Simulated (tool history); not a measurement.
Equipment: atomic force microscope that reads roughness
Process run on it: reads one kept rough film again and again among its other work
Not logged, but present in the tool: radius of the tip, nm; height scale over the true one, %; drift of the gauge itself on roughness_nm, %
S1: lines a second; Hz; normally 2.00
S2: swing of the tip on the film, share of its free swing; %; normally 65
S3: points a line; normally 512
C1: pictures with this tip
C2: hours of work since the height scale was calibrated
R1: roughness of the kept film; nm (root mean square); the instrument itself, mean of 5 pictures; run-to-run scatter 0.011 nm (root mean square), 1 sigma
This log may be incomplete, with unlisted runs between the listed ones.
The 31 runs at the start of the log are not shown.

run,hour,S1,S2,S3,C1,C2,R1
32,520.1,2.00,65,430,248,10,1.644
33,530.5,2.00,65,430,262,15,1.602
34,547.4,2.00,65,430,285,23,1.557
35,557.9,2.00,65,1011,299,27,1.527
36,577.0,2.00,65,1011,326,36,1.469
37,599.6,0.93,62,589,357,46,1.478
# hour 606.9: new tip fitted
# hour 609.0: height scale calibrated on a step standard, once more
38,615.5,1.05,57,343,10,3,2.535
39,637.0,2.00,89,288,40,13,1.869
40,651.4,0.54,89,1024,59,19,2.236
41,670.6,2.00,61,290,86,28,2.101
42,685.4,2.03,86,983,106,34,1.763
43,700.9,2.03,86,983,127,41,1.667
44,711.3,2.03,86,983,141,46,1.647
45,732.8,0.59,60,548,171,56,1.945
46,746.8,0.59,60,548,190,62,1.878
47,761.0,0.87,77,512,210,68,1.726

What if the next run were any one of these 3? Each begins from the tool's condition after run 47:
A,779.9,3.83,65,301,236,77,?
B,779.9,0.63,65,729,236,77,?
C,779.9,0.87,65,372,236,77,?

run,R1
A,1.514
B,1.751
C,1.716
Stripped of hidden state, with their random variation kept, the same runs would have yielded:
run,R1
A,2.319
B,2.682
C,2.629
